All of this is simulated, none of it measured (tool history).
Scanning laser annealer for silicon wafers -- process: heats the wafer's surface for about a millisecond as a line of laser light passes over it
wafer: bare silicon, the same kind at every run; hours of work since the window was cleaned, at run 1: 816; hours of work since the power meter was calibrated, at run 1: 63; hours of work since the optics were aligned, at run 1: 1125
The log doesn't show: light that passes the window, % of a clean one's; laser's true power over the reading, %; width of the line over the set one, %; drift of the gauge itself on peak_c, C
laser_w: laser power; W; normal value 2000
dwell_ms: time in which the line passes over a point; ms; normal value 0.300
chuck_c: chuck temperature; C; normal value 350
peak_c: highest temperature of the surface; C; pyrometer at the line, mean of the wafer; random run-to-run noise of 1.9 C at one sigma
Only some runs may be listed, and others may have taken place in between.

run,day,laser_w,dwell_ms,chuck_c,hours of work since the window was cleaned,hours of work since the power meter was calibrated,hours of work since the optics were aligned,peak_c
1,0.000,2000,0.300,350,816,63,1125,1048
2,0.488,2000,0.300,350,822,70,1131,1047
3,1.079,2000,0.300,350,830,78,1139,1046
4,1.433,2000,0.300,350,835,83,1144,1047
5,1.804,1708,0.300,350,840,88,1149,936
6,2.362,1708,0.298,350,847,95,1157,936
7,2.788,1708,0.298,350,853,101,1162,933
8,3.242,1708,0.298,320,859,107,1168,903
9,3.800,1708,0.298,320,867,114,1176,903
10,4.138,1708,0.298,320,871,119,1181,902
11,4.692,1708,0.298,320,879,126,1188,904
12,4.992,1708,0.298,320,883,131,1192,906
13,5.400,1708,0.298,320,888,136,1198,904
14,5.650,2000,0.300,350,892,139,1201,1045
15,6.042,1947,0.300,350,897,145,1206,1023
16,6.521,2000,0.231,350,904,151,1213,966
17,7.029,2000,0.231,350,910,158,1220,965
18,7.558,2000,0.243,350,918,165,1227,979
19,8.004,2000,0.347,350,924,171,1233,1094
20,8.271,2000,0.300,350,927,175,1236,1043
21,8.642,2000,0.300,350,932,180,1241,1045
22,9.038,2000,0.300,350,937,185,1247,1042
23,9.458,2000,0.300,350,943,191,1252,1045
24,9.738,2000,0.300,376,947,195,1256,1072
# day 10.100: window over the wafer cleaned
25,10.108,2182,0.300,324,0,198,1260,1072
26,10.562,1938,0.311,350,6,205,1266,1014
# day 10.825: optics aligned, line set to its width
# day 11.325: window over the wafer cleaned, once more
27,11.358,2030,0.262,387,0,211,6,1091
28,11.933,2030,0.262,387,8,219,14,1088
29,12.475,2030,0.262,387,16,226,21,1090
30,13.071,1925,0.374,328,24,234,29,1110
31,13.346,1925,0.374,328,27,238,33,1106
32,13.675,1974,0.211,350,32,243,37,964
33,14.171,1974,0.211,350,38,249,44,962
34,14.679,1819,0.363,350,45,256,51,1072
35,15.021,1888,0.300,312,50,261,55,1002
36,15.392,1888,0.300,312,55,266,60,1001
37,15.850,2169,0.300,322,61,272,67,1125
38,16.379,2169,0.300,322,68,279,74,1124
39,16.742,1864,0.291,336,73,284,79,1003
40,17.171,2006,0.219,389,79,290,84,1026
41,17.658,2006,0.219,389,85,296,91,1023

Here are 4 independent what-if runs from the current tool condition. What would each one return?
A,17.996,1787,0.355,373,90,301,96,?
B,17.996,2133,0.223,335,90,301,96,?
C,17.996,2000,0.300,322,90,301,96,?
D,17.996,1989,0.291,389,90,301,96,?

run,peak_c
A,1072
B,1020
C,1052
D,1105
Had the tool no hidden state, the same runs would have come out as:
run,peak_c
A,1077
B,1025
C,1057
D,1110

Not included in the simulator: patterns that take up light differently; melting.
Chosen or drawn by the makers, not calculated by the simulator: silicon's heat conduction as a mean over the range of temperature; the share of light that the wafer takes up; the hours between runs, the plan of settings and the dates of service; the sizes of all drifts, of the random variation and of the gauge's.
